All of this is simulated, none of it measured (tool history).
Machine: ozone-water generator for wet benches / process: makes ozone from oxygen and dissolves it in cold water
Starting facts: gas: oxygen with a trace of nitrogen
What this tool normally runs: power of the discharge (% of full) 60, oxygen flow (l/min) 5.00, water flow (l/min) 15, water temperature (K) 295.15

run   hour  power of the discharge (% of full)  oxygen flow (l/min)  water flow (l/min)  water temperature (K)  dissolved ozone (ppm)  ozone in the gas ahead of the water (g/m3)
  1    0.0                                  60                 5.00                  15                 295.15                   26.4                                       217.4
  2   18.5                                  60                 5.00                  15                 297.15                   25.6                                       215.6
  3   46.6                                  60                 5.00                  15                 297.15                   25.2                                       216.9
  4   80.0                                  60                 5.00                  15                 297.15                   25.2                                       216.4
  5  102.4                                  60                 5.00                  15                 295.15                   26.3                                       213.8
  6  119.2                                  60                 5.00                  15                 295.15                   26.3                                       216.0
  7  137.8                                  60                 5.00                  15                 291.15                   28.2                                       214.7
  8  164.4                                  60                 5.00                  10                 291.15                   36.2                                       216.1
  9  192.3                                  60                 5.00                  15                 295.15                   26.1                                       216.7
 10  223.0                                  60                 5.00                  15                 295.15                   26.0                                       214.1
 11  248.7                                  60                 5.00                  10                 295.15                   33.2                                       214.7
 12  281.1                                  60                 5.00                  10                 295.15                   33.6                                       215.8
 13  301.2                                  60                 5.00                  10                 295.15                   33.7                                       214.3
 14  330.2                                  60                 5.00                  10                 295.15                   33.7                                       215.1
 15  360.1                                  60                 5.00                  10                 295.15                   33.8                                       214.2
 16  389.0                                  60                 5.00                  10                 295.15                   33.7                                       212.7
 17  411.1                                  60                 5.00                  10                 295.15                   33.5                                       216.3
 18  438.4                                  60                 5.00                  10                 295.15                   33.4                                       213.2
 19  469.9                                  60                 5.00                  10                 295.15                   33.3                                       214.1
 20  502.1                                  60                 5.00                  10                 295.15                   33.5                                       211.8
 21  528.5                                  60                 5.00                  10                 298.15                   31.8                                       211.7
 22  549.5                                  81                 4.15                  18                 291.15                   30.1                                       298.7
 23  563.3                                  90                 4.15                  19                 291.15                   31.2                                       325.9
 24  585.7                                  90                 4.15                  19                 291.15                   31.1                                       326.3
 25  612.5                                  90                 4.15                  19                 291.15                   31.1                                       324.2
 26  643.4                                  84                 7.75                  15                 298.15                   30.2                                       224.7
 27  661.8                                  84                 7.75                  15                 298.15                   30.7                                       226.8
 28  687.6                                  84                 7.75                  15                 298.15                   30.5                                       224.7
 29  718.7                                  60                 3.01                  15                 295.15                   25.1                                       272.7
 30  739.5                                  60                 3.01                  16                 295.15                   23.9                                       273.7
 31  766.9                                  60                 3.01                  22                 295.15                   17.7                                       272.0
 32  794.3                                  60                 3.01                  10                 295.15                   34.3                                       272.2

Consider 4 possible next runs. They are alternatives, not a sequence: every one starts from the tool as it was left by run 32. What does each give?
  A  822.7                                  60                 3.01                   9                 295.15                      ?                                           ?
  B  822.7                                  60                 6.58                  12                 295.15                      ?                                           ?
  C  822.7                                  60                 3.46                  11                 301.15                      ?                                           ?
  D  822.7                                  84                 2.64                  15                 295.15                      ?                                           ?

run  dissolved ozone (ppm)  ozone in the gas ahead of the water (g/m3)
  A                   36.4                                       272.5
  B                   28.4                                       184.5
  C                   28.8                                       253.3
  D                   32.7                                       380.0
The same runs, with their run-to-run variation unchanged, on a tool lacking any hidden condition would have given:
run  dissolved ozone (ppm)  ozone in the gas ahead of the water (g/m3)
  A                   39.6                                       290.4
  B                   31.0                                       196.6
  C                   31.4                                       269.8
  D                   36.6                                       413.3

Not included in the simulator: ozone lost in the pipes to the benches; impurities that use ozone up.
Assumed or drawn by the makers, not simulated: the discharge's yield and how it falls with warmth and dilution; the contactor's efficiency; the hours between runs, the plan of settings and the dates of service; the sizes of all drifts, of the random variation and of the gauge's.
